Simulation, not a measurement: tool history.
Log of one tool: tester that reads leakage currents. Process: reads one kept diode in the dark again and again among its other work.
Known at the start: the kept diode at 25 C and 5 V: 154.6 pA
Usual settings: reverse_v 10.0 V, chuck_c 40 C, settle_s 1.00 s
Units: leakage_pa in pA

| run | hour | reverse_v | chuck_c | settle_s | leakage_pa |
|---|---|---|---|---|---|
| 1 | 0.0 | 10.0 | 40 | 1.00 | 785.74 |
| 2 | 23.8 | 10.0 | 40 | 1.00 | 790.18 |
|  | 29.6 | chuck's temperature calibrated |
| 3 | 74.7 | 10.0 | 40 | 1.00 | 790.58 |
| 4 | 108.3 | 10.0 | 37 | 1.00 | 624.25 |
| 5 | 136.8 | 10.0 | 40 | 1.00 | 787.32 |
| 6 | 165.6 | 10.0 | 40 | 1.00 | 789.77 |
| 7 | 193.2 | 10.0 | 40 | 1.00 | 793.22 |
| 8 | 233.0 | 10.0 | 40 | 1.00 | 790.59 |
| 9 | 264.4 | 10.0 | 40 | 1.00 | 790.48 |
| 10 | 311.6 | 10.0 | 40 | 1.00 | 789.56 |
| 11 | 335.5 | 10.0 | 40 | 2.05 | 786.89 |
| 12 | 356.5 | 10.0 | 40 | 0.33 | 791.66 |
| 13 | 404.0 | 10.0 | 40 | 1.00 | 788.81 |
| 14 | 437.4 | 10.0 | 59 | 1.00 | 3161.40 |
| 15 | 482.1 | 10.0 | 40 | 0.32 | 798.40 |
| 16 | 511.3 | 10.0 | 40 | 3.48 | 787.84 |
| 17 | 556.7 | 10.0 | 40 | 3.48 | 791.29 |
| 18 | 587.7 | 10.0 | 40 | 3.48 | 790.74 |
| 19 | 619.4 | 10.0 | 40 | 3.48 | 785.56 |
| 20 | 650.8 | 10.0 | 40 | 3.48 | 785.41 |
| 21 | 681.5 | 10.0 | 40 | 3.48 | 787.95 |
| 22 | 702.4 | 6.8 | 52 | 3.58 | 1542.80 |
| 23 | 742.8 | 6.8 | 52 | 3.58 | 1546.23 |
| 24 | 769.2 | 2.6 | 29 | 1.00 | 148.72 |
| 25 | 795.7 | 2.6 | 29 | 1.00 | 149.01 |
| 26 | 828.3 | 5.0 | 23 | 1.00 | 131.72 |
| 27 | 856.3 | 5.0 | 23 | 1.00 | 131.08 |
| 28 | 900.3 | 3.8 | 40 | 5.52 | 446.93 |
| 29 | 942.8 | 3.8 | 40 | 5.52 | 449.15 |
| 30 | 989.5 | 10.0 | 40 | 3.21 | 789.67 |
| 31 | 1027.4 | 10.0 | 40 | 1.10 | 792.18 |
| 32 | 1072.9 | 10.0 | 40 | 1.10 | 788.42 |

The next listed run, before its measurement:
| 33 | 1112.2 | 10.0 | 22 | 1.56 | ? |

Run 33 gave leakage_pa 180.07 pA.
Without the tool's hidden state the same run would have given leakage_pa 179.79 pA.
